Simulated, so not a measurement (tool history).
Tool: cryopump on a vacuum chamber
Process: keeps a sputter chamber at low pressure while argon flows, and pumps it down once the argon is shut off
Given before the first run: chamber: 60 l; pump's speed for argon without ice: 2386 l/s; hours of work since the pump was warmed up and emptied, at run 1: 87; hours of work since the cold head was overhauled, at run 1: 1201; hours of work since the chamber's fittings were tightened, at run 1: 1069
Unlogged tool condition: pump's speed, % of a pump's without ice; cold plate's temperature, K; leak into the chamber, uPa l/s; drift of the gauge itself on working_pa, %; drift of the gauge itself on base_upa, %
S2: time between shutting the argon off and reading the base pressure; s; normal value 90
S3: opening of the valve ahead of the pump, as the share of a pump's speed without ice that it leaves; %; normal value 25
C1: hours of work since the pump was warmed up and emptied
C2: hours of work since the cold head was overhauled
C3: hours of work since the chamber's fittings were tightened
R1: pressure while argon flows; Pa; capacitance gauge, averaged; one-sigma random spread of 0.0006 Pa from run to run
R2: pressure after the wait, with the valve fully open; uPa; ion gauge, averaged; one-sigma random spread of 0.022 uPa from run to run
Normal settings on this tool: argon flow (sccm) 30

Run 1, hour 0.0: usual settings; C1 87; C2 1201; C3 1069. Result: R1 0.0858 Pa, R2 1.30 uPa.
Run 2, hour 63.8: usual settings but argon flow (sccm) 33; C1 142; C2 1256; C3 1124. Result: R1 0.0945 Pa, R2 1.36 uPa.
Run 3, hour 108.9: usual settings but argon flow (sccm) 33; C1 181; C2 1295; C3 1163. Result: R1 0.0952 Pa, R2 1.40 uPa.
Run 4, hour 156.9: usual settings but argon flow (sccm) 33; C1 223; C2 1337; C3 1204. Result: R1 0.0960 Pa, R2 1.41 uPa.
Run 5, hour 190.3: usual settings but argon flow (sccm) 33; C1 251; C2 1365; C3 1233. Result: R1 0.0954 Pa, R2 1.43 uPa.
Run 6, hour 236.3: usual settings but argon flow (sccm) 33; C1 291; C2 1405; C3 1273. Result: R1 0.0956 Pa, R2 1.49 uPa.
Run 7, hour 294.8: usual settings but argon flow (sccm) 33, S2 57 s; C1 342; C2 1456; C3 1324. Result: R1 0.0974 Pa, R2 1.79 uPa.
Run 8, hour 344.8: usual settings but argon flow (sccm) 33, S2 57 s; C1 385; C2 1499; C3 1367. Result: R1 0.0982 Pa, R2 1.77 uPa.
Run 9, hour 382.6: usual settings but argon flow (sccm) 33, S2 57 s; C1 418; C2 1532; C3 1400. Result: R1 0.0974 Pa, R2 1.84 uPa.

Estimate the outcome of run 10 from the log above:
Run 10, hour 439.4: usual settings but argon flow (sccm) 33, S2 57 s; C1 467; C2 1581; C3 1449. Result: R1 ?, R2 ?.

{"run 10": {"R1": 0.0974, "R2": 1.92}}
With no hidden state in the tool, this same run would have given R1 0.0930 Pa, R2 0.78 uPa.
